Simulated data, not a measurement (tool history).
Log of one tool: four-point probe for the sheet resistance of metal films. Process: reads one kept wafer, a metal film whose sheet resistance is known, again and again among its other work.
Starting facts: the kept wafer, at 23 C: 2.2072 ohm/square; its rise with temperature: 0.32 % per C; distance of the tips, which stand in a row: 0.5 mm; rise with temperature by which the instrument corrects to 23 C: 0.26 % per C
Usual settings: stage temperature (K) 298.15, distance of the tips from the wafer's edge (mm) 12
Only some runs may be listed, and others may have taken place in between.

run	day	stage temperature (K)	distance of the tips from the wafer's edge (mm)	sheet resistance as the instrument gives it (ohm/square)
1	0.000	298.15	12	2.218947
2	1.058	298.15	12	2.219465
3	2.600	298.15	12	2.218744
4	3.571	298.15	9	2.220899
5	4.579	295.15	12	2.216216
6	5.358	298.15	12	2.219758
7	6.496	298.15	12	2.220254
8	8.304	300.15	4	2.239361
# day 9.367: stage's thermometer calibrated
9	9.667	300.15	4	2.243641
10	10.967	304.15	22	2.229837
11	11.958	299.15	22	2.223410
12	13.438	300.15	69	2.224499
13	14.454	291.15	3	2.245661

How would selected steps in sheet resistance as the instrument gives it (ohm/square) from run to run divide? Give the signed amount a tool lacking its hidden state would still show from settings, what came in and random variation, and the signed amount left for the hidden state, including any gauge scatter that is not in both of the compared results.
Hidden state present: inner tips' distance over the nominal, %; tips' flats over new ones', %; wafer's true temperature over the reading, C; drift of the gauge itself on sheet_ohm, %.
Run 8 -> 9: stage's thermometer calibrated. sheet resistance as the instrument gives it (ohm/square) +0.004280: hidden state +0.003754, all else +0.000526.
Run 12 -> 13: stage temperature (K) 300.15 -> 291.15, distance of the tips from the wafer's edge (mm) 69 -> 3. sheet resistance as the instrument gives it (ohm/square) +0.021162: hidden state +0.000166, all else +0.020996.

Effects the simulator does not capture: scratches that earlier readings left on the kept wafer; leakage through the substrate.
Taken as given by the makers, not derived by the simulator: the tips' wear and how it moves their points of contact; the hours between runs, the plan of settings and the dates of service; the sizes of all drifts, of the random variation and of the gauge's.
